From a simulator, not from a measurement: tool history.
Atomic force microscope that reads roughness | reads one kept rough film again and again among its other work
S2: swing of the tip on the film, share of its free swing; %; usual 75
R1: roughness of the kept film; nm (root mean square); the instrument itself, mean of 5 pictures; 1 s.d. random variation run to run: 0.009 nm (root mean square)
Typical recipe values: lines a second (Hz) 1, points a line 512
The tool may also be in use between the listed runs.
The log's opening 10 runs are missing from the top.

run 11 day=4.988 | lines_a_second_(Hz)=2.59 S2=75 points_a_line=512 | R1=1.727
run 12 day=5.575 | lines_a_second_(Hz)=2.59 S2=75 points_a_line=512 | R1=1.638
run 13 day=6.121 | lines_a_second_(Hz)=2.59 S2=75 points_a_line=512 | R1=1.582
run 14 day=6.504 | lines_a_second_(Hz)=2.59 S2=75 points_a_line=512 | R1=1.557
run 15 day=6.867 | lines_a_second_(Hz)=2.59 S2=75 points_a_line=512 | R1=1.525
run 16 day=7.388 | lines_a_second_(Hz)=2.59 S2=75 points_a_line=512 | R1=1.474
-- day=7.783 new tip fitted
run 17 day=7.888 | lines_a_second_(Hz)=1 S2=75 points_a_line=512 | R1=1.99
run 18 day=8.421 | lines_a_second_(Hz)=1.24 S2=67 points_a_line=643 | R1=1.959
run 19 day=9.075 | lines_a_second_(Hz)=2.89 S2=88 points_a_line=520 | R1=1.414
run 20 day=9.438 | lines_a_second_(Hz)=2.46 S2=81 points_a_line=316 | R1=1.546
run 21 day=10.158 | lines_a_second_(Hz)=2.46 S2=81 points_a_line=316 | R1=1.497
run 22 day=10.654 | lines_a_second_(Hz)=3.63 S2=72 points_a_line=835 | R1=1.49
run 23 day=11.308 | lines_a_second_(Hz)=2.58 S2=70 points_a_line=403 | R1=1.526
-- day=11.45 new tip fitted
run 24 day=11.967 | lines_a_second_(Hz)=1.23 S2=70 points_a_line=584 | R1=1.916
run 25 day=12.662 | lines_a_second_(Hz)=0.76 S2=58 points_a_line=374 | R1=1.924
run 26 day=13.042 | lines_a_second_(Hz)=1.71 S2=58 points_a_line=810 | R1=1.841
run 27 day=13.383 | lines_a_second_(Hz)=1 S2=64 points_a_line=811 | R1=1.821
run 28 day=14.096 | lines_a_second_(Hz)=1.46 S2=64 points_a_line=811 | R1=1.717
run 29 day=14.742 | lines_a_second_(Hz)=3.71 S2=71 points_a_line=811 | R1=1.462
-- day=15.058 new tip fitted
run 30 day=15.242 | lines_a_second_(Hz)=1.28 S2=59 points_a_line=512 | R1=2.049
run 31 day=15.658 | lines_a_second_(Hz)=1.05 S2=67 points_a_line=512 | R1=1.953
run 32 day=16.346 | lines_a_second_(Hz)=1 S2=57 points_a_line=512 | R1=1.923
run 33 day=16.717 | lines_a_second_(Hz)=0.84 S2=80 points_a_line=259 | R1=1.774
run 34 day=17.412 | lines_a_second_(Hz)=0.69 S2=70 points_a_line=627 | R1=1.778

Branching from run 34: 3 alternative next runs. What would each branch give?
run A day=18.05 | lines_a_second_(Hz)=1 S2=75 points_a_line=693 | R1=?
run B day=18.05 | lines_a_second_(Hz)=0.69 S2=70 points_a_line=839 | R1=?
run C day=18.05 | lines_a_second_(Hz)=1.78 S2=68 points_a_line=891 | R1=?

run=A R1=1.657
run=B R1=1.724
run=C R1=1.644
With no hidden state in the tool, these same runs would have given:
run=A R1=2
run=B R1=2.08
run=C R1=1.985
